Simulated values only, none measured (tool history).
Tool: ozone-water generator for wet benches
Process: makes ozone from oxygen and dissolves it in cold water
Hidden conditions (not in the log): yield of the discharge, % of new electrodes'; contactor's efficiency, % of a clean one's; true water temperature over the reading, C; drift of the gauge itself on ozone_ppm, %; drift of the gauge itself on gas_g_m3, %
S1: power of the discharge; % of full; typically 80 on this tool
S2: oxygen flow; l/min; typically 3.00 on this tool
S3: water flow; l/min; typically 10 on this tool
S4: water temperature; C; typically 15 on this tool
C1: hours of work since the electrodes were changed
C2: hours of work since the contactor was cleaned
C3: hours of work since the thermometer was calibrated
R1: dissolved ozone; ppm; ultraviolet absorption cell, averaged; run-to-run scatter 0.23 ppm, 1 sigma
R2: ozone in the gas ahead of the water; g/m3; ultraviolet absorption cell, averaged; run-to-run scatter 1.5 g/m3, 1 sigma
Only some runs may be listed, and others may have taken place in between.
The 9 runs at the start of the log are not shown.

{"run": 10, "hour": 384.3, "S1": 80, "S2": 3.0, "S3": 12, "S4": 15, "C1": 1996, "C2": 1940, "C3": 3287, "R1": 29.6, "R2": 279.1}
{"run": 11, "hour": 431.1, "S1": 80, "S2": 2.0, "S3": 10, "S4": 15, "C1": 2041, "C2": 1984, "C3": 3331, "R1": 35.1, "R2": 352.7}
{"run": 12, "hour": 477.8, "S1": 80, "S2": 2.0, "S3": 10, "S4": 15, "C1": 2085, "C2": 2029, "C3": 3376, "R1": 35.0, "R2": 357.3}
{"run": 13, "hour": 507.5, "S1": 82, "S2": 3.0, "S3": 10, "S4": 15, "C1": 2113, "C2": 2057, "C3": 3404, "R1": 35.5, "R2": 281.0}
{"run": 14, "hour": 542.6, "S1": 80, "S2": 3.0, "S3": 10, "S4": 13, "C1": 2146, "C2": 2090, "C3": 3437, "R1": 36.3, "R2": 279.7}
{"run": 15, "hour": 598.5, "S1": 80, "S2": 3.0, "S3": 10, "S4": 15, "C1": 2199, "C2": 2143, "C3": 3490, "R1": 34.8, "R2": 283.5}
{"run": 16, "hour": 653.4, "S1": 80, "S2": 3.0, "S3": 10, "S4": 11, "C1": 2251, "C2": 2195, "C3": 3542, "R1": 37.3, "R2": 279.7}
{"run": 17, "hour": 698.1, "S1": 80, "S2": 3.0, "S3": 10, "S4": 11, "C1": 2294, "C2": 2237, "C3": 3584, "R1": 37.0, "R2": 280.2}
{"run": 18, "hour": 730.1, "S1": 96, "S2": 3.0, "S3": 11, "S4": 11, "C1": 2324, "C2": 2268, "C3": 3615, "R1": 36.8, "R2": 307.3}
{"run": 19, "hour": 782.7, "S1": 80, "S2": 3.0, "S3": 10, "S4": 8, "C1": 2374, "C2": 2318, "C3": 3665, "R1": 38.8, "R2": 280.9}
{"run": 20, "hour": 821.0, "S1": 80, "S2": 3.0, "S3": 10, "S4": 8, "C1": 2410, "C2": 2354, "C3": 3701, "R1": 38.7, "R2": 280.3}
{"run": 21, "hour": 868.0, "S1": 69, "S2": 3.0, "S3": 10, "S4": 21, "C1": 2455, "C2": 2398, "C3": 3745, "R1": 29.4, "R2": 261.1}
{"run": 22, "hour": 924.3, "S1": 69, "S2": 3.0, "S3": 10, "S4": 21, "C1": 2508, "C2": 2452, "C3": 3799, "R1": 29.7, "R2": 260.4}
{"run": 23, "hour": 962.0, "S1": 90, "S2": 3.0, "S3": 12, "S4": 21, "C1": 2544, "C2": 2487, "C3": 3834, "R1": 28.9, "R2": 296.9}
{"run": 24, "hour": 987.9, "S1": 43, "S2": 4.2, "S3": 10, "S4": 19, "C1": 2568, "C2": 2512, "C3": 3859, "R1": 23.3, "R2": 166.5}
{"run": 25, "hour": 1036.3, "S1": 43, "S2": 4.35, "S3": 10, "S4": 13, "C1": 2614, "C2": 2558, "C3": 3905, "R1": 25.9, "R2": 164.1}
{"run": 26, "hour": 1060.6, "S1": 78, "S2": 5.39, "S3": 10, "S4": 15, "C1": 2637, "C2": 2581, "C3": 3928, "R1": 32.6, "R2": 197.8}
{"run": 27, "hour": 1088.1, "S1": 78, "S2": 5.39, "S3": 10, "S4": 15, "C1": 2663, "C2": 2607, "C3": 3954, "R1": 32.9, "R2": 198.2}
{"run": 28, "hour": 1134.5, "S1": 78, "S2": 5.39, "S3": 10, "S4": 15, "C1": 2707, "C2": 2651, "C3": 3998, "R1": 32.5, "R2": 197.9}
{"run": 29, "hour": 1173.9, "S1": 78, "S2": 5.39, "S3": 10, "S4": 15, "C1": 2745, "C2": 2688, "C3": 4035, "R1": 32.5, "R2": 198.2}
{"run": 30, "hour": 1218.1, "S1": 80, "S2": 1.87, "S3": 10, "S4": 15, "C1": 2787, "C2": 2730, "C3": 4077, "R1": 34.8, "R2": 367.1}
{"run": 31, "hour": 1249.4, "S1": 42, "S2": 1.95, "S3": 6, "S4": 15, "C1": 2816, "C2": 2760, "C3": 4107, "R1": 38.5, "R2": 259.4}
{"run": 32, "hour": 1294.3, "S1": 98, "S2": 2.0, "S3": 7, "S4": 15, "C1": 2859, "C2": 2802, "C3": 4149, "R1": 52.9, "R2": 391.7}
{"run": 33, "hour": 1342.9, "S1": 98, "S2": 2.0, "S3": 7, "S4": 15, "C1": 2905, "C2": 2848, "C3": 4195, "R1": 52.4, "R2": 390.3}
{"run": 34, "hour": 1367.7, "S1": 68, "S2": 3.0, "S3": 6, "S4": 9, "C1": 2928, "C2": 2872, "C3": 4219, "R1": 52.6, "R2": 258.6}

Each row is a separate what-if for the run after 34, all from the same tool condition, not one after another. Results?
{"run": "A", "hour": 1404.2, "S1": 57, "S2": 3.0, "S3": 10, "S4": 13, "C1": 2963, "C2": 2907, "C3": 4254, "R1": "?", "R2": "?"}
{"run": "B", "hour": 1404.2, "S1": 42, "S2": 3.0, "S3": 10, "S4": 15, "C1": 2963, "C2": 2907, "C3": 4254, "R1": "?", "R2": "?"}
{"run": "C", "hour": 1404.2, "S1": 68, "S2": 4.61, "S3": 6, "S4": 9, "C1": 2963, "C2": 2907, "C3": 4254, "R1": "?", "R2": "?"}

run=A R1=30.5 R2=234.1
run=B R1=25.1 R2=202.8
run=C R1=48.8 R2=200.3
Had the tool no hidden state, the same runs would have come out as:
run=A R1=30.5 R2=234.2
run=B R1=25.1 R2=202.9
run=C R1=48.8 R2=200.5
